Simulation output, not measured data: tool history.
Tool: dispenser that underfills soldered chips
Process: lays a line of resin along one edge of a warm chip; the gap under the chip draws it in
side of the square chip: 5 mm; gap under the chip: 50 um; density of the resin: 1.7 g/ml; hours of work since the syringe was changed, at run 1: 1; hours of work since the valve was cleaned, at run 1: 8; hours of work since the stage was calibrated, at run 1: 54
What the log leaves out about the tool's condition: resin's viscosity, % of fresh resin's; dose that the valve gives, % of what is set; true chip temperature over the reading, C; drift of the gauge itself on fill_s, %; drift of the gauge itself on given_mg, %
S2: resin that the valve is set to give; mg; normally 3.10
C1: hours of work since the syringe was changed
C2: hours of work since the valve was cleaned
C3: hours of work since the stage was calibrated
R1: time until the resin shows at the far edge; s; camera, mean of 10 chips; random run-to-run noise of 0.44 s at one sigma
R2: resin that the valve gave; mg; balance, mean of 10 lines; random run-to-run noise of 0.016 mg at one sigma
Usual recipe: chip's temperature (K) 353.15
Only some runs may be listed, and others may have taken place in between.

{"run": 1, "hour": 0.0, "chip's temperature (K)": 353.15, "S2": 3.1, "C1": 1, "C2": 8, "C3": 54, "R1": 33.4, "R2": 3.07}
{"run": 2, "hour": 5.4, "chip's temperature (K)": 353.15, "S2": 3.1, "C1": 5, "C2": 12, "C3": 58, "R1": 37.1, "R2": 3.07}
{"hour": 8.2, "done": "new syringe of resin"}
{"run": 3, "hour": 11.4, "chip's temperature (K)": 361.15, "S2": 3.1, "C1": 2, "C2": 16, "C3": 62, "R1": 25.3, "R2": 3.05}
{"run": 4, "hour": 16.2, "chip's temperature (K)": 361.15, "S2": 3.1, "C1": 6, "C2": 19, "C3": 66, "R1": 29.2, "R2": 3.06}
{"hour": 18.1, "done": "new syringe of resin"}
{"run": 5, "hour": 19.9, "chip's temperature (K)": 361.15, "S2": 3.1, "C1": 1, "C2": 22, "C3": 68, "R1": 23.8, "R2": 3.05}
{"run": 6, "hour": 23.3, "chip's temperature (K)": 353.15, "S2": 3.71, "C1": 4, "C2": 24, "C3": 71, "R1": 36.8, "R2": 3.63}
{"hour": 28.2, "done": "new syringe of resin"}
{"run": 7, "hour": 28.2, "chip's temperature (K)": 353.15, "S2": 3.71, "C1": 0, "C2": 28, "C3": 74, "R1": 31.6, "R2": 3.63}
{"run": 8, "hour": 35.9, "chip's temperature (K)": 353.15, "S2": 2.62, "C1": 6, "C2": 33, "C3": 80, "R1": 41.0, "R2": 2.57}
{"hour": 38.0, "done": "new syringe of resin"}
{"run": 9, "hour": 40.2, "chip's temperature (K)": 353.15, "S2": 3.5, "C1": 2, "C2": 36, "C3": 83, "R1": 33.3, "R2": 3.38}
{"run": 10, "hour": 46.7, "chip's temperature (K)": 353.15, "S2": 3.67, "C1": 6, "C2": 41, "C3": 87, "R1": 41.1, "R2": 3.58}
{"hour": 47.7, "done": "new syringe of resin"}
{"run": 11, "hour": 51.4, "chip's temperature (K)": 353.15, "S2": 3.1, "C1": 3, "C2": 44, "C3": 90, "R1": 34.6, "R2": 2.99}
{"run": 12, "hour": 56.8, "chip's temperature (K)": 353.15, "S2": 2.88, "C1": 7, "C2": 48, "C3": 94, "R1": 40.7, "R2": 2.8}
{"hour": 57.9, "done": "new syringe of resin"}
{"run": 13, "hour": 64.0, "chip's temperature (K)": 353.15, "S2": 3.1, "C1": 4, "C2": 53, "C3": 99, "R1": 37.9, "R2": 2.99}
{"hour": 68.1, "done": "new syringe of resin"}
{"run": 14, "hour": 71.7, "chip's temperature (K)": 359.15, "S2": 3.1, "C1": 3, "C2": 58, "C3": 105, "R1": 27.9, "R2": 2.96}
{"hour": 77.8, "done": "new syringe of resin"}
{"run": 15, "hour": 77.8, "chip's temperature (K)": 353.15, "S2": 2.94, "C1": 0, "C2": 62, "C3": 109, "R1": 33.3, "R2": 2.77}
{"run": 16, "hour": 83.2, "chip's temperature (K)": 353.15, "S2": 3.1, "C1": 4, "C2": 66, "C3": 113, "R1": 37.3, "R2": 2.95}
{"run": 17, "hour": 87.1, "chip's temperature (K)": 353.15, "S2": 3.1, "C1": 7, "C2": 69, "C3": 115, "R1": 40.8, "R2": 2.9}
{"hour": 88.1, "done": "new syringe of resin"}
{"run": 18, "hour": 94.1, "chip's temperature (K)": 353.15, "S2": 3.1, "C1": 4, "C2": 74, "C3": 120, "R1": 38.5, "R2": 2.92}
{"hour": 98.1, "done": "new syringe of resin"}
{"run": 19, "hour": 98.2, "chip's temperature (K)": 364.15, "S2": 3.02, "C1": 0, "C2": 76, "C3": 123, "R1": 20.6, "R2": 2.85}
{"run": 20, "hour": 102.3, "chip's temperature (K)": 341.15, "S2": 3.0, "C1": 3, "C2": 79, "C3": 126, "R1": 60.1, "R2": 2.8}
{"hour": 107.8, "done": "new syringe of resin"}
{"run": 21, "hour": 108.5, "chip's temperature (K)": 341.15, "S2": 2.66, "C1": 1, "C2": 84, "C3": 130, "R1": 58.5, "R2": 2.48}
{"run": 22, "hour": 116.6, "chip's temperature (K)": 353.15, "S2": 3.78, "C1": 6, "C2": 89, "C3": 136, "R1": 39.0, "R2": 3.49}

Expected results for the next run?
{"hour": 117.6, "done": "new syringe of resin"}
{"run": 23, "hour": 122.8, "chip's temperature (K)": 365.15, "S2": 3.1, "C1": 4, "C2": 94, "C3": 140, "R1": "?", "R2": "?"}

{"run 23": {"R1": 22.1, "R2": 2.88}}
On a tool with no hidden condition, and with the same random variation, this run would have come out at R1 19.4 s, R2 3.10 mg.

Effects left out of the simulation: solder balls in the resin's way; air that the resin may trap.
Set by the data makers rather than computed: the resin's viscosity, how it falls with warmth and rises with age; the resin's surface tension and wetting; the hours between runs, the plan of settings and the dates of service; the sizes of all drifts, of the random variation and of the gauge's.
